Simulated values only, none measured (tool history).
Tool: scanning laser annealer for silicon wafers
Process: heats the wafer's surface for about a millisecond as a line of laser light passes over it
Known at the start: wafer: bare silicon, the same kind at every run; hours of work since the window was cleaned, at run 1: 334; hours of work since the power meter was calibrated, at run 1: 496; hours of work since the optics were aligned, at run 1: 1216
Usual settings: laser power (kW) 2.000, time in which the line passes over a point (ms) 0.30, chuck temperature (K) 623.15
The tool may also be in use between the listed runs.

| run | day | laser power (kW) | time in which the line passes over a point (ms) | chuck temperature (K) | hours of work since the window was cleaned | hours of work since the power meter was calibrated | hours of work since the optics were aligned | highest temperature of the surface (K) |
|---|---|---|---|---|---|---|---|---|
| 1 | 0.000 | 2.000 | 0.30 | 623.15 | 334 | 496 | 1216 | 1373.15 |
| 2 | 1.229 | 2.196 | 0.30 | 623.15 | 347 | 510 | 1230 | 1474.15 |
| 3 | 2.338 | 2.196 | 0.30 | 623.15 | 360 | 523 | 1242 | 1467.15 |
| 4 | 3.654 | 1.797 | 0.30 | 623.15 | 375 | 538 | 1257 | 1270.15 |
| 5 | 4.675 | 1.797 | 0.30 | 623.15 | 386 | 549 | 1269 | 1273.15 |
| 6 | 5.900 | 1.797 | 0.30 | 623.15 | 400 | 563 | 1283 | 1270.15 |
| 7 | 7.062 | 1.797 | 0.30 | 623.15 | 413 | 576 | 1296 | 1270.15 |
| 8 | 8.512 | 1.797 | 0.30 | 623.15 | 429 | 592 | 1312 | 1269.15 |
| 9 | 9.696 | 1.797 | 0.30 | 623.15 | 443 | 606 | 1325 | 1270.15 |
| 10 | 11.171 | 1.797 | 0.30 | 623.15 | 459 | 622 | 1342 | 1268.15 |
| 11 | 12.571 | 1.797 | 0.30 | 623.15 | 475 | 638 | 1358 | 1270.15 |
| 12 | 14.083 | 1.797 | 0.30 | 623.15 | 492 | 655 | 1375 | 1267.15 |
| 13 | 15.054 | 2.000 | 0.25 | 623.15 | 503 | 666 | 1386 | 1291.15 |
| 14 | 16.038 | 2.000 | 0.25 | 623.15 | 514 | 677 | 1397 | 1297.15 |
| 15 | 17.446 | 1.931 | 0.25 | 588.15 | 530 | 693 | 1412 | 1224.15 |

The next listed run, before its measurement:
| 16 | 18.621 | 1.931 | 0.25 | 588.15 | 543 | 706 | 1426 | ? |

Run 16 gave highest temperature of the surface (K) 1228.15.
Without the tool's hidden state the same run would have given highest temperature of the surface (K) 1229.15.
